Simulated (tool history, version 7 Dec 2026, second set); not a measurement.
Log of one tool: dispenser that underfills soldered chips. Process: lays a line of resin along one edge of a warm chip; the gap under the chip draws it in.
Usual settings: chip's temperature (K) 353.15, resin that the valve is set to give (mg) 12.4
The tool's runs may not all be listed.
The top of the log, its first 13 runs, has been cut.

run   hour  chip's temperature (K)  resin that the valve is set to give (mg)  time until the resin shows at the far edge (s)  resin that the valve gave (mg)
 14   76.4                  357.15                                      10.6                                            58.7                           10.59
 15   81.3                  353.15                                      12.4                                            86.5                           12.41
      84.6  -- new syringe of resin
 16   89.9                  348.15                                      12.4                                            73.8                           12.32
 17   98.2                  353.15                                      14.8                                              96                           14.74
      99.2  -- new syringe of resin
 18  106.9                  343.15                                      14.3                                            98.4                           14.19
 19  112.2                  346.15                                      12.4                                             119                           12.31
     113.8  -- new syringe of resin
 20  120.3                  355.15                                      13.6                                            62.7                           13.44
     128.4  -- new syringe of resin
 21  128.7                  355.15                                      13.6                                            42.6                           13.43
 22  133.5                  351.15                                      10.7                                            66.9                           10.56
 23  138.2                  358.15                                      12.9                                            66.1                           12.71
     143.3  -- new syringe of resin
 24  146.7                  353.15                                      13.8                                            56.1                            13.6
 25  152.2                  339.15                                      13.2                                           125.2                           12.98
     157.9  -- new syringe of resin
 26  160.4                  351.15                                      10.8                                            58.7                            10.6
 27  165.7                  339.15                                        13                                           117.4                           12.79
 28  170.6                  339.15                                        13                                           153.8                            12.7
     172.4  -- new syringe of resin
 29    177                  339.15                                      10.8                                           100.6                           10.53
 30  181.3                  339.15                                      11.8                                             124                            11.5
     187.1  -- new syringe of resin
 31  188.2                  339.15                                      11.8                                            82.7                           11.51

4 options for the next run, each taken on its own from the tool as it stands now. Forecast them:
  A   196                  356.15                                      11.8                                               ?                               ?
  B   196                  349.15                                      11.5                                               ?                               ?
  C   196                  355.15                                        11                                               ?                               ?
  D   196                  355.15                                      11.5                                               ?                               ?

run  time until the resin shows at the far edge (s)  resin that the valve gave (mg)
  A                                            68.8                           11.45
  B                                            89.2                           11.22
  C                                            72.9                           10.67
  D                                            72.7                           11.18
With the hidden condition removed and each run's random variation left untouched, the same runs would have given:
run  time until the resin shows at the far edge (s)  resin that the valve gave (mg)
  A                                            42.5                           11.77
  B                                            55.4                           11.53
  C                                              45                           10.97
  D                                              45                            11.5
